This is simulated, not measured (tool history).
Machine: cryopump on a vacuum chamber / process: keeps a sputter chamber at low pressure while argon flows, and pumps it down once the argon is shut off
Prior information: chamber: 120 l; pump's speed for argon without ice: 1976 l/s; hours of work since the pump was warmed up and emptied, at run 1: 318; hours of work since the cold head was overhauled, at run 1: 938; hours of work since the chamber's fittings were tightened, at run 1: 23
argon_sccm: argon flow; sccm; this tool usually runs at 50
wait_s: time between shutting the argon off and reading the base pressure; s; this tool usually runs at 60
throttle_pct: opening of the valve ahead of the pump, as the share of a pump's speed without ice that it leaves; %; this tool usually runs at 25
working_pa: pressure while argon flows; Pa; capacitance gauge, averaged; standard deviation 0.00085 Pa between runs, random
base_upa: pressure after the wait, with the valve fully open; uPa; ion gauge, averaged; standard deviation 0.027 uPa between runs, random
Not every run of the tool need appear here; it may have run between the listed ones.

run,day,argon_sccm,wait_s,throttle_pct,hours of work since the pump was warmed up and emptied,hours of work since the cold head was overhauled,hours of work since the chamber's fittings were tightened,working_pa,base_upa
1,0,50,60,25,318,938,23,0.175,1.27
2,1.2,50,60,25,335,954,39,0.1746,1.23
3,2.267,50,60,20,349,969,53,0.2174,1.26
4,4.033,50,60,20,373,993,77,0.2184,1.3
5,6.258,50,60,25,403,1023,107,0.1761,1.31
6,8.721,50,60,25,437,1056,141,0.1746,1.35
7,9.988,50,78,25,454,1073,158,0.1767,1.08
8,12.162,33,60,25,483,1103,187,0.1166,1.37
9,14.454,33,60,25,514,1134,218,0.1184,1.45
10,16.738,33,60,25,545,1165,249,0.117,1.46
11,18.704,33,60,25,572,1191,276,0.1171,1.48
# day 21.054: pump warmed up, emptied and cooled again
12,21.35,33,60,39,4,1224,309,0.0728,1.46
13,22.996,50,60,25,26,1246,331,0.1713,1.5
14,25.133,50,60,25,55,1275,360,0.1738,1.51
15,26.421,50,60,25,73,1293,377,0.1725,1.51
16,27.683,50,60,25,90,1310,394,0.1721,1.55
17,29.25,50,60,25,111,1331,416,0.1713,1.6
18,30.488,62,100,54,128,1348,432,0.1011,1.15
19,32.446,27,274,25,154,1374,459,0.0945,0.8
20,34.888,27,274,25,187,1407,492,0.0933,0.83
21,36.858,63,45,16,214,1434,519,0.3408,1.98
22,38.933,69,60,41,242,1462,547,0.1479,1.68
23,40.15,69,56,40,258,1479,563,0.1529,1.78
24,41.433,69,56,40,276,1496,580,0.1531,1.79
25,43.554,69,56,40,305,1525,609,0.1535,1.83
26,44.654,28,37,45,319,1540,624,0.0561,2.41
27,46.433,61,60,25,343,1564,648,0.2169,1.85
28,47.842,61,60,25,363,1583,667,0.213,1.78
29,49.254,98,60,27,382,1602,686,0.3216,1.79
30,50.512,54,30,55,399,1619,703,0.0894,2.9
31,52.758,34,88,52,429,1649,734,0.0595,1.57
32,54.892,56,258,37,458,1678,763,0.1364,1.14
33,57.138,56,258,37,488,1709,793,0.1352,1.21
34,58.983,56,53,51,513,1734,818,0.1022,2.16

How would selected steps in working_pa from run to run divide? Give the signed amount a tool lacking its hidden state would still show from settings, what came in and random variation, and the signed amount left for the hidden state, including any gauge scatter that is not in both of the compared results.
Hidden conditions of the tool in this case: pump's speed, % of a pump's without ice; cold plate's temperature, K; leak into the chamber, uPa l/s; drift of the gauge itself on working_pa, %; drift of the gauge itself on base_upa, %.
Run 11 -> 12: throttle_pct 25 -> 39, pump warmed up, emptied and cooled again. working_pa -0.0443 Pa: hidden state -0.0043, all else -0.04.
Run 20 -> 21: argon_sccm 27 -> 63, wait_s 274 -> 45, throttle_pct 25 -> 16. working_pa +0.2475 Pa: hidden state +0.0025, all else +0.245.
Run 21 -> 22: argon_sccm 63 -> 69, wait_s 45 -> 60, throttle_pct 16 -> 41. working_pa -0.1929 Pa: hidden state +0.0009, all else -0.1938.
Run 28 -> 29: argon_sccm 61 -> 98, throttle_pct 25 -> 27. working_pa +0.1086 Pa: hidden state +0.0044, all else +0.1042.
Run 29 -> 30: argon_sccm 98 -> 54, wait_s 60 -> 30, throttle_pct 27 -> 55. working_pa -0.2322 Pa: hidden state -0.0046, all else -0.2276.
